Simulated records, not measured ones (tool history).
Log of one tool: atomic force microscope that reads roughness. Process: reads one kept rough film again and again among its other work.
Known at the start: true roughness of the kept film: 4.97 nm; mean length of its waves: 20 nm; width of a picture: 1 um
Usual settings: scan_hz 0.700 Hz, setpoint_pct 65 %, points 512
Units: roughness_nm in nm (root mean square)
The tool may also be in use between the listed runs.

{"run": 1, "hour": 0.0, "scan_hz": 0.7, "setpoint_pct": 65, "points": 512, "roughness_nm": 2.176}
{"run": 2, "hour": 6.6, "scan_hz": 0.7, "setpoint_pct": 65, "points": 512, "roughness_nm": 2.137}
{"run": 3, "hour": 12.1, "scan_hz": 0.7, "setpoint_pct": 65, "points": 512, "roughness_nm": 2.102}
{"run": 4, "hour": 19.2, "scan_hz": 0.7, "setpoint_pct": 65, "points": 512, "roughness_nm": 2.063}
{"run": 5, "hour": 26.4, "scan_hz": 0.7, "setpoint_pct": 65, "points": 275, "roughness_nm": 1.979}
{"run": 6, "hour": 30.4, "scan_hz": 0.7, "setpoint_pct": 65, "points": 275, "roughness_nm": 1.952}
{"run": 7, "hour": 36.6, "scan_hz": 0.7, "setpoint_pct": 65, "points": 275, "roughness_nm": 1.928}
{"run": 8, "hour": 45.1, "scan_hz": 0.7, "setpoint_pct": 65, "points": 597, "roughness_nm": 1.947}
{"run": 9, "hour": 52.9, "scan_hz": 0.7, "setpoint_pct": 65, "points": 597, "roughness_nm": 1.92}
{"hour": 59.7, "done": "new tip fitted"}
{"run": 10, "hour": 62.1, "scan_hz": 0.7, "setpoint_pct": 58, "points": 512, "roughness_nm": 3.181}
{"run": 11, "hour": 70.2, "scan_hz": 1.933, "setpoint_pct": 58, "points": 512, "roughness_nm": 2.982}
{"run": 12, "hour": 74.4, "scan_hz": 0.7, "setpoint_pct": 68, "points": 512, "roughness_nm": 3.002}
{"run": 13, "hour": 79.4, "scan_hz": 0.7, "setpoint_pct": 68, "points": 512, "roughness_nm": 2.958}
{"run": 14, "hour": 86.6, "scan_hz": 0.7, "setpoint_pct": 68, "points": 512, "roughness_nm": 2.873}
{"run": 15, "hour": 94.8, "scan_hz": 0.7, "setpoint_pct": 68, "points": 512, "roughness_nm": 2.802}
{"run": 16, "hour": 102.3, "scan_hz": 0.7, "setpoint_pct": 68, "points": 615, "roughness_nm": 2.738}
{"run": 17, "hour": 106.6, "scan_hz": 0.7, "setpoint_pct": 68, "points": 615, "roughness_nm": 2.7}
{"run": 18, "hour": 112.3, "scan_hz": 0.7, "setpoint_pct": 68, "points": 615, "roughness_nm": 2.629}
{"run": 19, "hour": 120.7, "scan_hz": 0.7, "setpoint_pct": 68, "points": 615, "roughness_nm": 2.581}
{"run": 20, "hour": 128.8, "scan_hz": 0.7, "setpoint_pct": 68, "points": 615, "roughness_nm": 2.51}
{"run": 21, "hour": 137.4, "scan_hz": 0.7, "setpoint_pct": 64, "points": 512, "roughness_nm": 2.454}
{"run": 22, "hour": 145.1, "scan_hz": 0.7, "setpoint_pct": 64, "points": 512, "roughness_nm": 2.4}
{"run": 23, "hour": 152.7, "scan_hz": 0.7, "setpoint_pct": 64, "points": 512, "roughness_nm": 2.367}
{"run": 24, "hour": 161.3, "scan_hz": 0.7, "setpoint_pct": 64, "points": 363, "roughness_nm": 2.269}
{"run": 25, "hour": 168.8, "scan_hz": 0.7, "setpoint_pct": 65, "points": 512, "roughness_nm": 2.226}
{"run": 26, "hour": 177.1, "scan_hz": 0.7, "setpoint_pct": 65, "points": 512, "roughness_nm": 2.203}
{"run": 27, "hour": 185.6, "scan_hz": 0.7, "setpoint_pct": 80, "points": 512, "roughness_nm": 2.07}
{"run": 28, "hour": 191.4, "scan_hz": 1.696, "setpoint_pct": 65, "points": 512, "roughness_nm": 2.021}
{"run": 29, "hour": 195.2, "scan_hz": 1.696, "setpoint_pct": 65, "points": 781, "roughness_nm": 2.028}
{"run": 30, "hour": 199.7, "scan_hz": 1.019, "setpoint_pct": 82, "points": 495, "roughness_nm": 1.921}
{"run": 31, "hour": 208.7, "scan_hz": 0.677, "setpoint_pct": 80, "points": 872, "roughness_nm": 1.957}
{"run": 32, "hour": 212.7, "scan_hz": 0.677, "setpoint_pct": 71, "points": 872, "roughness_nm": 1.975}
{"run": 33, "hour": 219.5, "scan_hz": 3.421, "setpoint_pct": 89, "points": 258, "roughness_nm": 1.342}
{"run": 34, "hour": 225.8, "scan_hz": 3.421, "setpoint_pct": 58, "points": 263, "roughness_nm": 1.782}
{"hour": 227.4, "done": "height scale calibrated on a step standard"}
{"run": 35, "hour": 234.1, "scan_hz": 1.107, "setpoint_pct": 81, "points": 481, "roughness_nm": 1.755}
{"run": 36, "hour": 240.1, "scan_hz": 1.107, "setpoint_pct": 81, "points": 481, "roughness_nm": 1.741}
{"hour": 245.3, "done": "new tip fitted"}
{"run": 37, "hour": 245.8, "scan_hz": 1.107, "setpoint_pct": 81, "points": 481, "roughness_nm": 2.947}
{"hour": 249.3, "done": "height scale calibrated on a step standard, once more"}
{"run": 38, "hour": 251.2, "scan_hz": 1.047, "setpoint_pct": 73, "points": 723, "roughness_nm": 3.004}
{"run": 39, "hour": 257.5, "scan_hz": 1.047, "setpoint_pct": 73, "points": 723, "roughness_nm": 2.924}
{"run": 40, "hour": 261.5, "scan_hz": 1.047, "setpoint_pct": 73, "points": 723, "roughness_nm": 2.889}
{"run": 41, "hour": 265.4, "scan_hz": 3.961, "setpoint_pct": 72, "points": 723, "roughness_nm": 2.471}
{"run": 42, "hour": 270.9, "scan_hz": 0.99, "setpoint_pct": 66, "points": 512, "roughness_nm": 2.859}
{"run": 43, "hour": 276.7, "scan_hz": 0.762, "setpoint_pct": 65, "points": 512, "roughness_nm": 2.815}
{"run": 44, "hour": 283.6, "scan_hz": 0.7, "setpoint_pct": 65, "points": 693, "roughness_nm": 2.776}
{"run": 45, "hour": 291.8, "scan_hz": 1.336, "setpoint_pct": 75, "points": 512, "roughness_nm": 2.517}
{"run": 46, "hour": 300.8, "scan_hz": 0.931, "setpoint_pct": 61, "points": 512, "roughness_nm": 2.583}
{"run": 47, "hour": 308.7, "scan_hz": 0.931, "setpoint_pct": 61, "points": 512, "roughness_nm": 2.523}
{"run": 48, "hour": 315.7, "scan_hz": 0.805, "setpoint_pct": 78, "points": 286, "roughness_nm": 2.342}
{"run": 49, "hour": 320.6, "scan_hz": 2.67, "setpoint_pct": 69, "points": 941, "roughness_nm": 2.255}

4 ways to go on from here, each from the tool as it stands after run 49. What would each give?
{"run": "A", "hour": 325.1, "scan_hz": 2.67, "setpoint_pct": 83, "points": 941, "roughness_nm": "?"}
{"run": "B", "hour": 325.1, "scan_hz": 1.019, "setpoint_pct": 66, "points": 512, "roughness_nm": "?"}
{"run": "C", "hour": 325.1, "scan_hz": 2.772, "setpoint_pct": 69, "points": 941, "roughness_nm": "?"}
{"run": "D", "hour": 325.1, "scan_hz": 0.755, "setpoint_pct": 69, "points": 363, "roughness_nm": "?"}

run=A roughness_nm=1.950
run=B roughness_nm=2.401
run=C roughness_nm=2.196
run=D roughness_nm=2.364
Without the tool's hidden state the same runs would have given:
run=A roughness_nm=2.605
run=B roughness_nm=3.208
run=C roughness_nm=2.935
run=D roughness_nm=3.161
